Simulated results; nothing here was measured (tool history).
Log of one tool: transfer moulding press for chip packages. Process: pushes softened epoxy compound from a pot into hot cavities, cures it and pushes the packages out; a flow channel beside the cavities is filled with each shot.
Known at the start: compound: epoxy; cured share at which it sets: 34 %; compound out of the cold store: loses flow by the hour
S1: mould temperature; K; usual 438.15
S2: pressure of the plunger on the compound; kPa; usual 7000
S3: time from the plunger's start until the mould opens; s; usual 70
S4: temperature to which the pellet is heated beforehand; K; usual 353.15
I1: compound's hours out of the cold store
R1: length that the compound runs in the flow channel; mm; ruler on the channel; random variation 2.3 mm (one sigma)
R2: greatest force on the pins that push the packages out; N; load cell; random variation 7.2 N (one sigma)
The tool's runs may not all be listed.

run,hour,S1,S2,S3,S4,I1,R1,R2
1,0,438.15,7000,70,353.15,11.7,570,356
2,8,438.15,7000,70,353.15,34.6,496,385
3,18.8,438.15,7000,70,353.15,15.3,558,415
4,26.5,438.15,7000,70,353.15,15.5,555,459
5,37,438.15,7000,70,353.15,35,494,458
# hour 42.3: cavities cleaned with cleaning compound and waxed
6,45.1,438.15,7000,70,353.15,20,538,520
7,52.3,438.15,7000,70,347.15,34.3,494,496
8,56.9,438.15,7000,70,353.15,42.5,467,517
9,61.9,438.15,7000,70,353.15,31.7,501,521
10,70.6,438.15,7000,70,353.15,46.2,458,500
11,77.6,440.15,7000,70,353.15,8.6,564,510
12,86.6,438.15,5930,70,353.15,14.1,509,543
# hour 91.4: cavities cleaned with cleaning compound and waxed
13,92.9,438.15,5930,70,353.15,25,474,318
# hour 102: cavities cleaned with cleaning compound and waxed, once more
14,103,438.15,5930,69,353.15,9.3,513,317
# hour 108.4: plunger's sealing rings changed
15,114.3,438.15,5930,69,353.15,46.9,447,342
16,119.6,446.15,7000,99,358.15,11.1,579,327
17,128.3,438.15,8390,68,353.15,35,566,429
18,134.5,438.15,8390,68,353.15,18.7,623,450
19,142.4,438.15,8390,68,353.15,25.7,596,462
20,148.4,438.15,8390,68,353.15,27.1,591,481
# hour 153.1: cavities cleaned with cleaning compound and waxed
21,159.1,445.15,6820,70,353.15,30.5,502,279
22,169.2,441.15,6500,79,349.15,10.4,565,346
23,178.6,434.15,5590,57,353.15,39.3,458,818
24,185.6,438.15,6560,70,352.15,35.3,494,436
25,190.6,438.15,6560,70,352.15,33.2,495,449
26,196,436.15,7020,70,363.15,47.4,473,467
# hour 201.8: cavities cleaned with cleaning compound and waxed
27,205.3,445.15,7000,50,353.15,42.2,471,385

4 ways to go on from here, each from the tool as it stands after run 27. What would each give?
A,215.5,445.15,7000,71,353.15,19.2,?,?
B,215.5,436.15,7000,50,353.15,39.8,?,?
C,215.5,445.15,5890,67,344.15,44.7,?,?
D,215.5,441.15,5840,50,353.15,42.4,?,?

run,R1,R2
A,538,313
B,497,829
C,426,334
D,433,571
Without the tool's hidden state the same runs would have given:
run,R1,R2
A,555,243
B,512,636
C,439,259
D,446,438

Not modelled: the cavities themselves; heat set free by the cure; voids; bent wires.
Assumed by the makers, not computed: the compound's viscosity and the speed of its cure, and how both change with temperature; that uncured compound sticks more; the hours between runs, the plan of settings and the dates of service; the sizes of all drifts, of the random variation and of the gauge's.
